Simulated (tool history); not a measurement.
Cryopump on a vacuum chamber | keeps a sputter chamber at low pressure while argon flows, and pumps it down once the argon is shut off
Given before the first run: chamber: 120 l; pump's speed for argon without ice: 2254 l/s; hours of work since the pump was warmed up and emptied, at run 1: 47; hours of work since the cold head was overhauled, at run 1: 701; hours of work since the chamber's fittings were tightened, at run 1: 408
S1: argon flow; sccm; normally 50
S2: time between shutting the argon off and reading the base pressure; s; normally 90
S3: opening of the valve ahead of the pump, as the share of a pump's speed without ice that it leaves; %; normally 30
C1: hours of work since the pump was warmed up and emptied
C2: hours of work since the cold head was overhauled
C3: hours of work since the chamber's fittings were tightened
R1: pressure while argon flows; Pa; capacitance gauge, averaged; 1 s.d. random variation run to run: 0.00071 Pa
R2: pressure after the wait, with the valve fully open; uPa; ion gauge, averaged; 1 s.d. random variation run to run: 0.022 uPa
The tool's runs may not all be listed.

run	day	S1	S2	S3	C1	C2	C3	R1	R2
1	0	50	90	30	47	701	408	0.1265	0.79
2	0.458	50	90	30	55	709	416	0.126	0.72
3	0.992	50	90	30	65	719	425	0.1263	0.76
4	1.542	50	90	30	74	728	435	0.1251	0.73
5	2.408	50	90	30	89	743	450	0.1249	0.76
6	3.217	26	24	19	103	757	464	0.1031	2.27
7	3.696	67	117	44	111	765	472	0.1156	0.66
8	4.633	30	130	30	127	781	488	0.0755	0.58
9	5.162	47	111	22	136	790	497	0.1607	0.69
10	5.738	47	111	22	146	800	507	0.1608	0.67

4 options for the next run, each taken on its own from the tool as it stands now. Forecast them:
A	6.35	53	90	30	157	811	518	?	?
B	6.35	50	28	30	157	811	518	?	?
C	6.35	21	90	28	157	811	518	?	?
D	6.35	64	23	18	157	811	518	?	?

run	R1	R2
A	0.1341	0.78
B	0.1268	1.91
C	0.0576	0.81
D	0.2694	2.38
The same runs, with their run-to-run variation unchanged, on a tool lacking any hidden condition would have given:
run	R1	R2
A	0.1321	0.66
B	0.125	1.79
C	0.0568	0.69
D	0.267	2.25
